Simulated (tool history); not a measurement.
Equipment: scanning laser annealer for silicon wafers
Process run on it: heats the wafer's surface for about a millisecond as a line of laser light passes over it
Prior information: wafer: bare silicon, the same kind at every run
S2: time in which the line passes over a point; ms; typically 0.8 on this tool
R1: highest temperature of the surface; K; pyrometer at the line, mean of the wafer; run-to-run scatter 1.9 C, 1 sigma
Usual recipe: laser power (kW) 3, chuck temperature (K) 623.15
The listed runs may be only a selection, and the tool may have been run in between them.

run 1 hour=0 | laser_power_(kW)=3 S2=0.8 chuck_temperature_(K)=623.15 | R1=1438.15
run 2 hour=37.8 | laser_power_(kW)=3 S2=0.8 chuck_temperature_(K)=623.15 | R1=1440.15
run 3 hour=92 | laser_power_(kW)=3 S2=0.8 chuck_temperature_(K)=623.15 | R1=1431.15
run 4 hour=136.4 | laser_power_(kW)=3 S2=0.8 chuck_temperature_(K)=623.15 | R1=1425.15
run 5 hour=165.7 | laser_power_(kW)=3 S2=0.8 chuck_temperature_(K)=661.15 | R1=1467.15
run 6 hour=204.1 | laser_power_(kW)=3 S2=0.623 chuck_temperature_(K)=623.15 | R1=1311.15
run 7 hour=230.4 | laser_power_(kW)=3 S2=0.623 chuck_temperature_(K)=623.15 | R1=1311.15
run 8 hour=261.5 | laser_power_(kW)=3 S2=0.623 chuck_temperature_(K)=584.15 | R1=1272.15
-- hour=271.5 optics aligned, line set to its width
-- hour=277.2 window over the wafer cleaned
run 9 hour=292.6 | laser_power_(kW)=3 S2=0.8 chuck_temperature_(K)=588.15 | R1=1427.15
run 10 hour=347.6 | laser_power_(kW)=3 S2=0.592 chuck_temperature_(K)=623.15 | R1=1323.15
run 11 hour=388.8 | laser_power_(kW)=2.875 S2=0.592 chuck_temperature_(K)=623.15 | R1=1289.15
run 12 hour=430.8 | laser_power_(kW)=2.875 S2=0.592 chuck_temperature_(K)=623.15 | R1=1286.15
run 13 hour=454.9 | laser_power_(kW)=2.875 S2=0.592 chuck_temperature_(K)=623.15 | R1=1287.15
run 14 hour=497.9 | laser_power_(kW)=2.875 S2=0.592 chuck_temperature_(K)=623.15 | R1=1286.15
run 15 hour=550 | laser_power_(kW)=2.74 S2=0.592 chuck_temperature_(K)=656.15 | R1=1283.15
run 16 hour=586.1 | laser_power_(kW)=3.049 S2=0.8 chuck_temperature_(K)=623.15 | R1=1451.15
-- hour=621.3 optics aligned, line set to its width, once more
run 17 hour=647.3 | laser_power_(kW)=2.703 S2=0.783 chuck_temperature_(K)=591.15 | R1=1310.15
run 18 hour=704 | laser_power_(kW)=2.703 S2=0.783 chuck_temperature_(K)=591.15 | R1=1303.15
run 19 hour=730.4 | laser_power_(kW)=2.703 S2=0.605 chuck_temperature_(K)=591.15 | R1=1209.15
run 20 hour=757.3 | laser_power_(kW)=2.703 S2=0.605 chuck_temperature_(K)=591.15 | R1=1203.15
run 21 hour=799.5 | laser_power_(kW)=2.795 S2=0.577 chuck_temperature_(K)=610.15 | R1=1226.15

Run 22 is up next; what results do you expect?
run 22 hour=852.9 | laser_power_(kW)=2.795 S2=0.616 chuck_temperature_(K)=610.15 | R1=?

R1: 1244.15 K
The same run, on a tool lacking any hidden state, would have yielded R1 1282.15 K.
